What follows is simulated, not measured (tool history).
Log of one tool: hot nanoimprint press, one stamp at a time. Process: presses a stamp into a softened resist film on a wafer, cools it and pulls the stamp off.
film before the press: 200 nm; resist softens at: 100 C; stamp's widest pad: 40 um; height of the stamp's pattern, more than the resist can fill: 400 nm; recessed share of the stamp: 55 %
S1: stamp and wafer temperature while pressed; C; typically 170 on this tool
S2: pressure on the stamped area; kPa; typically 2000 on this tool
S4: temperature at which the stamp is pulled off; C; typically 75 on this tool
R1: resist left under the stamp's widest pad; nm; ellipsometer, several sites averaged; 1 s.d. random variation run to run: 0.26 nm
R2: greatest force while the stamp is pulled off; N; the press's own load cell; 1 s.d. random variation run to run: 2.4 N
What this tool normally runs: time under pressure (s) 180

run 1 hour=0.0 | S1=170 S2=2000 time_under_pressure_(s)=180 S4=75 | R1=94.3 R2=112
run 2 hour=31.4 | S1=170 S2=2000 time_under_pressure_(s)=180 S4=75 | R1=93.9 R2=107
-- hour=36.1 plate thermocouple calibrated
run 3 hour=64.8 | S1=170 S2=2000 time_under_pressure_(s)=180 S4=75 | R1=93.9 R2=107
run 4 hour=89.4 | S1=170 S2=2000 time_under_pressure_(s)=180 S4=75 | R1=94.2 R2=111
run 5 hour=114.3 | S1=170 S2=2000 time_under_pressure_(s)=180 S4=64 | R1=93.8 R2=124
run 6 hour=132.5 | S1=170 S2=2000 time_under_pressure_(s)=180 S4=64 | R1=94.8 R2=119
run 7 hour=148.1 | S1=170 S2=2000 time_under_pressure_(s)=282 S4=64 | R1=80.2 R2=122
run 8 hour=177.1 | S1=170 S2=2000 time_under_pressure_(s)=282 S4=64 | R1=80.0 R2=130
run 9 hour=203.9 | S1=170 S2=2000 time_under_pressure_(s)=180 S4=75 | R1=94.3 R2=108
run 10 hour=219.9 | S1=170 S2=2000 time_under_pressure_(s)=180 S4=69 | R1=94.4 R2=123
run 11 hour=241.0 | S1=170 S2=1820 time_under_pressure_(s)=180 S4=75 | R1=98.4 R2=110
run 12 hour=274.4 | S1=170 S2=2000 time_under_pressure_(s)=180 S4=75 | R1=94.4 R2=109
run 13 hour=294.1 | S1=170 S2=2000 time_under_pressure_(s)=180 S4=75 | R1=93.8 R2=111
run 14 hour=329.1 | S1=170 S2=2000 time_under_pressure_(s)=180 S4=75 | R1=94.1 R2=113
run 15 hour=360.1 | S1=170 S2=2000 time_under_pressure_(s)=180 S4=75 | R1=94.0 R2=106
run 16 hour=388.1 | S1=165 S2=2000 time_under_pressure_(s)=198 S4=63 | R1=110.0 R2=129
-- hour=413.0 stamp cleaned and given a new release coat
run 17 hour=421.9 | S1=165 S2=2000 time_under_pressure_(s)=198 S4=63 | R1=109.6 R2=124
run 18 hour=452.5 | S1=165 S2=2000 time_under_pressure_(s)=198 S4=63 | R1=109.9 R2=127
-- hour=472.4 plate thermocouple calibrated
run 19 hour=484.1 | S1=161 S2=1780 time_under_pressure_(s)=180 S4=75 | R1=136.1 R2=112
run 20 hour=504.3 | S1=161 S2=1780 time_under_pressure_(s)=180 S4=75 | R1=136.0 R2=113
run 21 hour=530.4 | S1=168 S2=3040 time_under_pressure_(s)=170 S4=62 | R1=84.2 R2=130
run 22 hour=563.4 | S1=170 S2=3040 time_under_pressure_(s)=150 S4=75 | R1=81.5 R2=112
run 23 hour=578.6 | S1=170 S2=3040 time_under_pressure_(s)=150 S4=75 | R1=81.1 R2=109
run 24 hour=606.3 | S1=170 S2=2000 time_under_pressure_(s)=180 S4=73 | R1=94.6 R2=117
run 25 hour=624.8 | S1=170 S2=2740 time_under_pressure_(s)=141 S4=76 | R1=88.2 R2=106
run 26 hour=640.4 | S1=170 S2=2690 time_under_pressure_(s)=118 S4=76 | R1=94.2 R2=108
run 27 hour=669.0 | S1=165 S2=2000 time_under_pressure_(s)=140 S4=80 | R1=121.9 R2=98
run 28 hour=686.8 | S1=169 S2=2990 time_under_pressure_(s)=315 S4=64 | R1=64.5 R2=127
run 29 hour=716.9 | S1=178 S2=2770 time_under_pressure_(s)=162 S4=63 | R1=60.9 R2=124
run 30 hour=742.3 | S1=178 S2=1920 time_under_pressure_(s)=162 S4=66 | R1=74.6 R2=121

Selected run-to-run steps in R2, each split into two signed amounts: the part the tool would show with no hidden state at all (from settings, incoming material and random variation), and the remainder, which goes to the hidden state together with any gauge scatter not common to the measured and the hidden-state-free results:
What the log doesn't record here: true temperature over the reading, C; pressure that arrives at the usual setting, %; grip of the stamp's worn release coat, % over a new coat's; drift of the gauge itself on residual_nm, %; drift of the gauge itself on pull_off_n, %.
Run 3 -> 4: nothing adjusted, nothing logged. R2 +4 N: hidden state +1, all else +3.
Run 8 -> 9: time under pressure (s) 282 -> 180, S4 64 -> 75. R2 -22 N: hidden state +0, all else -22.
Run 10 -> 11: S2 2000 -> 1820, S4 69 -> 75. R2 -13 N: hidden state +1, all else -14.
Run 15 -> 16: S1 170 -> 165, time under pressure (s) 180 -> 198, S4 75 -> 63. R2 +23 N: hidden state +1, all else +22.
Run 16 -> 17: stamp cleaned and given a new release coat. R2 -5 N: hidden state -3, all else -2.
Run 27 -> 28: S1 165 -> 169, S2 2000 -> 2990, time under pressure (s) 140 -> 315, S4 80 -> 64. R2 +29 N: hidden state +1, all else +28.

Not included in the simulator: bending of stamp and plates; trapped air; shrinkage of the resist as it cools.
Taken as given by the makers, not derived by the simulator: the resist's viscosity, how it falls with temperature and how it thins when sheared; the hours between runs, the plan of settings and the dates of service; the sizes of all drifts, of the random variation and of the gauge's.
